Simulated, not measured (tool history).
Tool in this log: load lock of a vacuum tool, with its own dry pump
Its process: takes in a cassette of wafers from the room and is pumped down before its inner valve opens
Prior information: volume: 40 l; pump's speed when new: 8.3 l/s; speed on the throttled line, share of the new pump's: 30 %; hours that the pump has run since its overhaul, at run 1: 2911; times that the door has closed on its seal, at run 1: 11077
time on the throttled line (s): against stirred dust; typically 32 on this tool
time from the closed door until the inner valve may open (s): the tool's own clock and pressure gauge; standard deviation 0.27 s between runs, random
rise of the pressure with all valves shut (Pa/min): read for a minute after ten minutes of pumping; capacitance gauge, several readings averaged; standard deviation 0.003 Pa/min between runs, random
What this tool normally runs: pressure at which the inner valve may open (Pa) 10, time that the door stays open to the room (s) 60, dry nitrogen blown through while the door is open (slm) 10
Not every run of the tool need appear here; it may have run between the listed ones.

run	day	time on the throttled line (s)	pressure at which the inner valve may open (Pa)	time that the door stays open to the room (s)	dry nitrogen blown through while the door is open (slm)	hours that the pump has run since its overhaul	times that the door has closed on its seal	incoming humidity of the room's air, %	time from the closed door until the inner valve may open (s)	rise of the pressure with all valves shut (Pa/min)
1	0.000	32	10	60	10	2911	11077	42.7	67.6	0.016
2	5.425	32	10	60	10	3042	11470	44.8	67.3	0.021
3	9.662	32	10	60	10	3143	11776	44.1	67.1	0.017
4	12.438	24	10	60	10	3210	11977	44.2	61.6	0.015
5	18.112	24	10	60	10	3346	12388	42.7	61.3	0.020
6	22.508	51	10	60	10	3452	12706	44.0	80.7	0.013
7	27.312	51	10	60	10	3567	13053	43.6	81.3	0.015
8	32.604	51	10	60	10	3694	13436	44.4	80.5	0.019
9	35.683	32	10	60	10	3768	13659	42.7	66.9	0.018
10	38.242	33	10	60	10	3829	13844	45.3	68.2	0.021
11	44.029	33	10	60	10	3968	14263	45.9	67.8	0.022
12	47.979	33	10	60	10	4063	14549	47.5	68.0	0.019
13	52.421	33	10	60	10	4170	14870	43.1	68.0	0.015
14	57.821	33	10	60	10	4299	15261	45.4	68.1	0.019
15	62.904	33	10	60	10	4421	15628	43.9	67.9	0.019
16	65.675	17	10	60	10	4488	15829	44.2	56.2	0.016
17	68.183	17	10	60	10	4548	16011	43.0	56.6	0.021
18	73.875	17	10	26	10	4684	16422	44.6	56.8	0.008
19	76.792	17	10	26	10	4754	16633	45.7	56.9	0.018
20	80.400	17	10	26	10	4841	16895	46.5	56.8	0.012
21	85.058	60	8	55	5	4953	17232	43.0	88.3	0.028
22	88.758	32	10	60	24	5042	17499	46.0	67.2	0.018
23	91.583	32	13	60	41	5109	17704	48.0	65.9	0.012
24	95.121	32	19	60	8	5194	17960	44.5	63.6	0.020
25	98.700	32	9	60	8	5280	18219	46.6	67.8	0.024
26	102.346	18	7	60	10	5368	18483	45.0	59.2	0.021
27	108.258	18	7	60	10	5510	18910	45.0	59.3	0.020
28	113.146	31	16	159	25	5627	19264	47.3	64.0	0.020
29	116.800	20	18	60	9	5715	19529	48.1	55.8	0.020
30	119.725	25	20	130	18	5785	19740	48.8	59.2	0.023
31	122.758	32	10	114	5	5858	19960	44.4	67.2	0.035
32	125.250	32	10	114	5	5917	20140	44.8	67.1	0.034
33	129.712	32	12	125	19	6025	20463	45.2	66.4	0.022
34	132.204	38	15	81	13	6084	20643	40.4	69.5	0.020
# day 133.958: door's seal changed, seat wiped
35	136.350	53	18	81	36	6182	174	44.2	78.9	0.008
36	141.079	53	11	81	7	6296	516	46.3	81.5	0.027
37	145.892	53	11	81	7	6411	864	44.3	81.5	0.023

Below are 4 alternative next runs, each starting from the tool's condition after run 37. Predict each:
A	150.988	31	10	81	14	6534	1233	41.7	?	?
B	150.988	53	18	81	7	6534	1233	42.3	?	?
C	150.988	53	11	97	10	6534	1233	43.0	?	?
D	150.988	53	11	81	37	6534	1233	45.4	?	?

run	time from the closed door until the inner valve may open (s)	rise of the pressure with all valves shut (Pa/min)
A	66.5	0.015
B	79.3	0.021
C	81.5	0.021
D	81.1	0.008
With the hidden condition removed and each run's random variation left untouched, the same runs would have given:
run	time from the closed door until the inner valve may open (s)	rise of the pressure with all valves shut (Pa/min)
A	66.5	0.015
B	79.3	0.021
C	81.5	0.021
D	81.1	0.008

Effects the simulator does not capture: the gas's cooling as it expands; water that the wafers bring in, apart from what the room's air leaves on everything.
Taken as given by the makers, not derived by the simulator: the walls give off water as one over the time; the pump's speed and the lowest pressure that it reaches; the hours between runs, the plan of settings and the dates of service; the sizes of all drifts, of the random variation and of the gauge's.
